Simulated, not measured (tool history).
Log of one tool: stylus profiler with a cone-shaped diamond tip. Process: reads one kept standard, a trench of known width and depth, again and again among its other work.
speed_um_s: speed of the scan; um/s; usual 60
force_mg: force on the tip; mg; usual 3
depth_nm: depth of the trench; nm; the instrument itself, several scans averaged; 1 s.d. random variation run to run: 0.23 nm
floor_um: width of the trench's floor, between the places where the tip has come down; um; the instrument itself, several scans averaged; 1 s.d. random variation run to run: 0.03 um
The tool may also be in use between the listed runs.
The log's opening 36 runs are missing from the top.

run    hour  speed_um_s  force_mg  depth_nm  floor_um
 37   963.1          18      3.11   1017.48     46.52
 38   980.4          18      1.52   1010.65     46.38
 39  1004.3         236      2.57   1015.19     45.58
 40  1022.9         236      2.57   1015.45     45.57
 41  1060.9          23       1.8   1012.33     46.41
 42  1088.6          58      1.82   1012.14     46.21
 43  1122.7          77      5.18    1024.5     46.29
 44  1140.3          97         8   1032.46     46.31
 45  1160.6          59      1.67   1011.64     46.18
 46  1183.3          59      1.67   1010.96     46.26

Consider 4 possible next runs. They are alternatives, not a sequence: every one starts from the tool as it was left by run 46. What does each give?
  A  1217.4         216      1.67         ?         ?
  B  1217.4          59      3.28         ?         ?
  C  1217.4         109      1.73         ?         ?
  D  1217.4          60      5.66         ?         ?

run  depth_nm  floor_um
  A   1011.67     45.45
  B   1017.79     46.31
  C    1011.6     45.97
  D   1025.22     46.36
Without the tool's unlogged condition, the same runs would have read:
run  depth_nm  floor_um
  A    1011.7     45.46
  B   1017.82     46.33
  C   1011.63     45.99
  D   1025.25     46.38

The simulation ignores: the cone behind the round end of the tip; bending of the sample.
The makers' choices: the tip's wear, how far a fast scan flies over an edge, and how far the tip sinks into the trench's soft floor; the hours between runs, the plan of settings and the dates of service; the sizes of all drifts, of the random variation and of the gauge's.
